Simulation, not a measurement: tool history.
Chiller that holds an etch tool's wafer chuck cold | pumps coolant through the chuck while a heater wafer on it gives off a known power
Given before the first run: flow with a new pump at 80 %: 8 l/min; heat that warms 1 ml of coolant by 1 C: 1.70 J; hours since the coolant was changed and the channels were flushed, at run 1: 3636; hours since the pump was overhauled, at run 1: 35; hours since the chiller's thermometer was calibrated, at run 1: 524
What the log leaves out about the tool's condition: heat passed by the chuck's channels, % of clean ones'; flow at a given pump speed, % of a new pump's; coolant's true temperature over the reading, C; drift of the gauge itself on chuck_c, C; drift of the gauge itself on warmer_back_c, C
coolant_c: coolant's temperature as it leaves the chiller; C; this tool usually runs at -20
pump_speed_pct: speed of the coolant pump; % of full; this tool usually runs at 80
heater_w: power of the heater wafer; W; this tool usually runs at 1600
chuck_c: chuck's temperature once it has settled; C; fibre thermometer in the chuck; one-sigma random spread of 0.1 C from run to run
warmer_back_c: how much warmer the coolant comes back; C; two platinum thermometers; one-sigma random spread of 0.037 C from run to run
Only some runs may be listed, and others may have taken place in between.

run   hour  coolant_c  pump_speed_pct  heater_w  hours since the coolant was changed and the channels were flushed  hours since the pump was overhauled  hours since the chiller's thermometer was calibrated  chuck_c  warmer_back_c
  1    0.0        -20              80      1600                                                               3636                                   35                                                   524     -0.1           7.11
  2   29.5        -20              80      1600                                                               3666                                   64                                                   553     -0.2           7.12
  3   64.1        -20              80      1600                                                               3700                                   99                                                   588     -0.1           7.12
  4   90.6        -20              80      1600                                                               3727                                  125                                                   615     -0.2           7.05
  5  111.9        -20              62      1600                                                               3748                                  147                                                   636      4.8           9.40
  6  143.4        -20              72      1600                                                               3780                                  178                                                   667      2.0           8.03
  7  165.8        -20              80      1096                                                               3802                                  200                                                   690     -6.1           4.85
  8  206.1        -20              80      1096                                                               3842                                  241                                                   730     -6.2           4.87
  9  238.8        -20              80      1096                                                               3875                                  274                                                   763     -6.2           4.90
 10  277.1        -20              80      1096                                                               3913                                  312                                                   801     -6.2           4.89
 11  305.6        -13              80      1600                                                               3942                                  340                                                   830      7.0           7.16
 12  346.4        -20              80      1600                                                               3983                                  381                                                   870      0.0           7.13
 13  368.4        -20              80      1600                                                               4004                                  403                                                   892      0.2           7.12
 14  404.8        -20              80      1600                                                               4041                                  440                                                   929      0.2           7.18
 15  429.2        -20              80      1600                                                               4065                                  464                                                   953      0.1           7.17
 16  467.1        -20              80      1129                                                               4103                                  502                                                   991     -5.7           5.02
 17  494.3        -23              80      1129                                                               4130                                  529                                                  1018     -8.7           5.10
 18  512.8        -20              65      1600                                                               4149                                  547                                                  1037      4.2           9.01

Run 19 has not been measured yet. What should we expect?
 19  541.8        -10              80      1600                                                               4178                                  576                                                  1066        ?              ?

For run 19 the tool returned chuck_c 10.0 C, warmer_back_c 7.17 C.
Were there no unlogged condition in the tool, this run, its random variation unchanged, would have produced chuck_c 8.0 C, warmer_back_c 7.08 C.
